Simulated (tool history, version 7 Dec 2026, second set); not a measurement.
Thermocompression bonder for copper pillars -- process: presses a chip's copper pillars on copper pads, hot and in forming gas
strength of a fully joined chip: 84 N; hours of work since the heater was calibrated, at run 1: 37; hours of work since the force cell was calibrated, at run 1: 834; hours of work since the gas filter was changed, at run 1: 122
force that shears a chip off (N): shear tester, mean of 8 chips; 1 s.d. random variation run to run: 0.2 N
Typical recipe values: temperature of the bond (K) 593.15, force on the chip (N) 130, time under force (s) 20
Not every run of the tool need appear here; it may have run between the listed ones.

| run | day | temperature of the bond (K) | force on the chip (N) | time under force (s) | hours of work since the heater was calibrated | hours of work since the force cell was calibrated | hours of work since the gas filter was changed | force that shears a chip off (N) |
|---|---|---|---|---|---|---|---|---|
| 1 | 0 | 593.15 | 130 | 20 | 37 | 834 | 122 | 34.2 |
| 2 | 3.088 | 593.15 | 130 | 20 | 91 | 888 | 176 | 34.3 |
| 3 | 6.325 | 593.15 | 130 | 20 | 148 | 945 | 233 | 34.1 |
| 4 | 10.021 | 593.15 | 130 | 20 | 213 | 1010 | 298 | 34.4 |
| 5 | 11.85 | 593.15 | 130 | 20 | 245 | 1043 | 330 | 34.4 |
|  | 12.467 | forming gas filter changed |
| 6 | 13.65 | 605.15 | 130 | 20 | 277 | 1074 | 21 | 39 |
| 7 | 15.738 | 605.15 | 130 | 20 | 313 | 1111 | 58 | 38.6 |
| 8 | 18.325 | 605.15 | 130 | 20 | 359 | 1156 | 103 | 38.4 |
| 9 | 20.129 | 605.15 | 86 | 15 | 391 | 1188 | 135 | 26.4 |
| 10 | 22.038 | 605.15 | 86 | 15 | 424 | 1222 | 169 | 26.1 |
| 11 | 24.033 | 593.15 | 165 | 13 | 460 | 1257 | 204 | 34.4 |
| 12 | 26.45 | 593.15 | 106 | 32 | 502 | 1299 | 246 | 36.3 |

Describe how what the log doesn't record of the tool's condition differs between the last listed run preceding each entry between runs and the first listed run following it.
Runs 5 to 6: forming gas filter changed (day 12.467)
  oxide that the forming gas leaves, % of the face: 0.82 -> 0.52; drift of the gauge itself on shear_n, %: 0.49 -> 0.56
  measured less the result without the state, force that shears a chip off (N): +0 -> +0.2

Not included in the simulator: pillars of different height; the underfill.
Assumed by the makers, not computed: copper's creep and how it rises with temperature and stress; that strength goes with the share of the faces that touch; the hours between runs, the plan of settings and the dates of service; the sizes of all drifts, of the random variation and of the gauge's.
